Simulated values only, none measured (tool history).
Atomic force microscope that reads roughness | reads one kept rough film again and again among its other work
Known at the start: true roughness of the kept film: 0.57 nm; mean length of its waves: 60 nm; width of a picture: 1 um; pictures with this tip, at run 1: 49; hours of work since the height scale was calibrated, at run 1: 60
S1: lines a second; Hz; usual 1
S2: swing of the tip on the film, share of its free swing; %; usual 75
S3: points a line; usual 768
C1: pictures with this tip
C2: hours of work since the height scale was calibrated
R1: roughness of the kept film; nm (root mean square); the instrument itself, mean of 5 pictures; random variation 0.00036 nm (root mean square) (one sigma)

run,hour,S1,S2,S3,C1,C2,R1
1,0,1,75,768,49,60,0.5394
2,34.3,1,75,768,106,80,0.5383
3,57.7,1,71,768,144,94,0.5415
# hour 65.4: new tip fitted
4,90.8,1,71,768,42,113,0.5447
5,139.1,1,71,768,121,142,0.5422
# hour 159: new tip fitted
6,193.3,1,71,768,56,173,0.5449
7,219.3,1,71,275,99,189,0.5421
# hour 255.9: new tip fitted
8,263,1,75,768,11,214,0.5417
9,311.9,1,75,768,92,243,0.5391
# hour 353.9: new tip fitted
10,365.6,1,75,768,19,275,0.5405
11,408.4,1,75,768,89,300,0.5389
12,442.7,1,71,768,146,321,0.542
# hour 447.9: new tip fitted
13,493.5,1,71,768,75,350,0.5447
14,518.7,1,71,768,117,365,0.5441
# hour 542.1: new tip fitted
15,542.1,2.17,71,340,0,379,0.5238
16,588.3,1,74,768,76,406,0.5419
# hour 636.5: new tip fitted
17,636.9,2.81,75,768,0,435,0.5014
18,662.4,2.81,75,768,42,450,0.4998
19,698.5,3.55,64,560,102,471,0.518
# hour 731.9: new tip fitted
20,737.6,1.49,75,768,9,494,0.5309
21,782.2,1,75,634,82,520,0.5399
22,822.6,2.59,78,779,149,544,0.4918
# hour 827.2: new tip fitted
23,865.8,2.59,78,779,64,569,0.4952
24,906.2,2.59,78,491,130,593,0.4934
# hour 922.3: new tip fitted
25,956.7,2.59,78,491,57,623,0.4948

Forecast each of these 3 alternatives for the next run:
A,997.4,2.59,62,369,124,647,?
B,997.4,2.59,64,491,124,647,?
C,997.4,2.59,74,320,124,647,?

run,R1
A,0.5337
B,0.5302
C,0.5041
Without the tool's hidden state the same runs would have given:
run,R1
A,0.5349
B,0.5314
C,0.5053
